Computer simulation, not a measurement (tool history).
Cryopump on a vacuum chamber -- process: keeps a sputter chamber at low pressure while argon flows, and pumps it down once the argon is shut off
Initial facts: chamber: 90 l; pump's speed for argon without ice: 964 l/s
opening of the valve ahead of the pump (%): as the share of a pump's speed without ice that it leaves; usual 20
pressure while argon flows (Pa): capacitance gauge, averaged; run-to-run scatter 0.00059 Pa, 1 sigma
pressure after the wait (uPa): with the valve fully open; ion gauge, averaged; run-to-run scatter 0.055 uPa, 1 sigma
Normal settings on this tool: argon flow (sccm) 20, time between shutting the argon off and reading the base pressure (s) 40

| run | hour | argon flow (sccm) | time between shutting the argon off and reading the base pressure (s) | opening of the valve ahead of the pump (%) | pressure while argon flows (Pa) | pressure after the wait (uPa) |
|---|---|---|---|---|---|---|
| 1 | 0 | 20 | 40 | 20 | 0.1786 | 3.59 |
| 2 | 8.8 | 20 | 40 | 20 | 0.1783 | 3.53 |
| 3 | 25.1 | 20 | 40 | 20 | 0.1778 | 3.54 |
| 4 | 41.2 | 20 | 40 | 20 | 0.1783 | 3.64 |
| 5 | 57.4 | 20 | 40 | 20 | 0.1792 | 3.6 |
| 6 | 66.4 | 20 | 40 | 20 | 0.1795 | 3.58 |
| 7 | 81.1 | 23 | 40 | 20 | 0.2056 | 3.63 |
| 8 | 90.5 | 23 | 40 | 20 | 0.2053 | 3.61 |
| 9 | 107.3 | 23 | 40 | 20 | 0.2063 | 3.58 |
| 10 | 121.3 | 20 | 40 | 20 | 0.178 | 3.51 |
| 11 | 139 | 20 | 40 | 20 | 0.1788 | 3.46 |
| 12 | 151.3 | 20 | 40 | 20 | 0.179 | 3.51 |
| 13 | 163.2 | 20 | 40 | 20 | 0.1793 | 3.58 |
| 14 | 172.7 | 20 | 40 | 20 | 0.1793 | 3.55 |
| 15 | 183 | 20 | 40 | 20 | 0.1793 | 3.65 |
| 16 | 194.2 | 20 | 40 | 20 | 0.1796 | 3.62 |
| 17 | 208 | 20 | 40 | 20 | 0.1807 | 3.67 |
| 18 | 221.7 | 36 | 99 | 45 | 0.1482 | 1.86 |
| 19 | 236.9 | 30 | 44 | 56 | 0.101 | 3.35 |
| 20 | 248.9 | 30 | 44 | 56 | 0.1014 | 3.32 |
| 21 | 257.8 | 11 | 233 | 22 | 0.0896 | 1.07 |
| 22 | 276.3 | 11 | 233 | 22 | 0.0905 | 1.1 |
| 23 | 292.5 | 20 | 51 | 46 | 0.0814 | 3.04 |
| 24 | 300.7 | 22 | 40 | 26 | 0.1546 | 3.62 |
| 25 | 316.1 | 22 | 40 | 26 | 0.154 | 3.54 |
| 26 | 327.3 | 22 | 40 | 26 | 0.1555 | 3.7 |
| 27 | 340.2 | 16 | 40 | 40 | 0.0748 | 3.73 |
| 28 | 355 | 13 | 276 | 40 | 0.0606 | 1.08 |
| 29 | 370.5 | 21 | 30 | 22 | 0.174 | 4.69 |
| 30 | 385.3 | 20 | 41 | 44 | 0.0862 | 3.68 |
| 31 | 396.7 | 20 | 41 | 44 | 0.0854 | 3.64 |
| 32 | 407.5 | 20 | 41 | 44 | 0.086 | 3.66 |
| 33 | 415.2 | 10 | 92 | 21 | 0.0863 | 2.03 |
| 34 | 430 | 10 | 92 | 21 | 0.0861 | 1.98 |

Each row is a separate what-if for the run after 34, all from the same tool condition, not one after another. Results?
| A | 437.7 | 20 | 26 | 29 | ? | ? |
| B | 437.7 | 32 | 263 | 40 | ? | ? |
| C | 437.7 | 11 | 42 | 16 | ? | ? |
| D | 437.7 | 27 | 101 | 20 | ? | ? |
| E | 437.7 | 10 | 175 | 21 | ? | ? |

| run | pressure while argon flows (Pa) | pressure after the wait (uPa) |
|---|---|---|
| A | 0.1274 | 5.32 |
| B | 0.1503 | 1.12 |
| C | 0.1249 | 3.54 |
| D | 0.2462 | 1.88 |
| E | 0.087 | 1.4 |
Without the tool's unlogged condition, the same runs would have read:
| run | pressure while argon flows (Pa) | pressure after the wait (uPa) |
|---|---|---|
| A | 0.121 | 4.98 |
| B | 0.1401 | 0.77 |
| C | 0.1214 | 3.19 |
| D | 0.2375 | 1.53 |
| E | 0.0838 | 1.04 |

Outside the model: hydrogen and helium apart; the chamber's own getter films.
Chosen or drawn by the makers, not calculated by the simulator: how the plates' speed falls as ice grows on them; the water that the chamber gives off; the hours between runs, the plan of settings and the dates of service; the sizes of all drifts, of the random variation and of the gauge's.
